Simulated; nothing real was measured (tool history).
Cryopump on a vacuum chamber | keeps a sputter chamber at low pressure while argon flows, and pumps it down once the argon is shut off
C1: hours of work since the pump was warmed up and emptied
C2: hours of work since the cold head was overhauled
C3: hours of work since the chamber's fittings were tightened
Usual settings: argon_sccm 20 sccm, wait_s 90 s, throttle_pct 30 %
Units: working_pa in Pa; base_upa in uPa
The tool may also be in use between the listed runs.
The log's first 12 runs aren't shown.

At hour 1083.1: pump warmed up, emptied and cooled again.
Run 13, hour 1112.4: usual settings; C1 14; C2 1251; C3 990. Result: working_pa 0.0936 Pa, base_upa 1.24 uPa.
Run 14, hour 1182.8: usual settings; C1 49; C2 1285; C3 1024. Result: working_pa 0.0942 Pa, base_upa 1.37 uPa.
Run 15, hour 1309.0: usual settings but wait_s 21 s; C1 110; C2 1347; C3 1086. Result: working_pa 0.0955 Pa, base_upa 2.63 uPa.
Run 16, hour 1414.7: usual settings but wait_s 21 s; C1 162; C2 1398; C3 1137. Result: working_pa 0.0958 Pa, base_upa 2.70 uPa.
Run 17, hour 1469.1: usual settings; C1 188; C2 1425; C3 1164. Result: working_pa 0.0966 Pa, base_upa 1.55 uPa.
Run 18, hour 1552.1: usual settings but throttle_pct 19 %; C1 229; C2 1465; C3 1204. Result: working_pa 0.1527 Pa, base_upa 1.56 uPa.
Run 19, hour 1622.2: usual settings but argon_sccm 17 sccm, wait_s 24 s, throttle_pct 47 %; C1 263; C2 1499; C3 1238. Result: working_pa 0.0542 Pa, base_upa 2.74 uPa.
Run 20, hour 1747.6: usual settings but argon_sccm 17 sccm, wait_s 192 s, throttle_pct 38 %; C1 324; C2 1560; C3 1300. Result: working_pa 0.0686 Pa, base_upa 1.58 uPa.
Run 21, hour 1841.8: usual settings but argon_sccm 10 sccm, wait_s 35 s; C1 370; C2 1606; C3 1346. Result: working_pa 0.0494 Pa, base_upa 2.46 uPa.
Run 22, hour 1904.0: usual settings but argon_sccm 14 sccm, wait_s 96 s, throttle_pct 46 %; C1 400; C2 1637; C3 1376. Result: working_pa 0.0483 Pa, base_upa 1.84 uPa.
Run 23, hour 1977.1: usual settings but argon_sccm 38 sccm, wait_s 89 s, throttle_pct 31 %; C1 436; C2 1672; C3 1411. Result: working_pa 0.1880 Pa, base_upa 1.91 uPa.
Run 24, hour 2045.2: usual settings but argon_sccm 9 sccm, wait_s 213 s, throttle_pct 33 %; C1 469; C2 1705; C3 1445. Result: working_pa 0.0432 Pa, base_upa 1.81 uPa.
Run 25, hour 2130.4: usual settings but wait_s 175 s; C1 510; C2 1747; C3 1486. Result: working_pa 0.1022 Pa, base_upa 1.92 uPa.
Run 26, hour 2196.3: usual settings but wait_s 175 s; C1 543; C2 1779; C3 1518. Result: working_pa 0.1039 Pa, base_upa 1.95 uPa.
Run 27, hour 2274.7: usual settings but wait_s 32 s; C1 581; C2 1817; C3 1556. Result: working_pa 0.1057 Pa, base_upa 2.94 uPa.
At hour 2285.0: pump warmed up, emptied and cooled again.
Run 28, hour 2402.3: usual settings but wait_s 32 s, throttle_pct 43 %; C1 57; C2 1877; C3 1616. Result: working_pa 0.0654 Pa, base_upa 2.38 uPa.
Run 29, hour 2524.6: usual settings but wait_s 32 s, throttle_pct 43 %; C1 117; C2 1937; C3 1676. Result: working_pa 0.0666 Pa, base_upa 2.55 uPa.
Run 30, hour 2647.7: usual settings but wait_s 224 s, throttle_pct 28 %; C1 177; C2 1997; C3 1736. Result: working_pa 0.1028 Pa, base_upa 1.75 uPa.
Run 31, hour 2723.0: usual settings but wait_s 164 s, throttle_pct 28 %; C1 213; C2 2033; C3 1773. Result: working_pa 0.1035 Pa, base_upa 1.86 uPa.

Run 32 comes next. What will it give?
Run 32, hour 2789.1: usual settings but wait_s 164 s, throttle_pct 28 %; C1 246; C2 2066; C3 1805. Result: working_pa ?, base_upa ?.

{"run 32": {"working_pa": 0.1041, "base_upa": 1.93}}
Without the tool's hidden state the same run would have given working_pa 0.0996 Pa, base_upa 0.45 uPa.
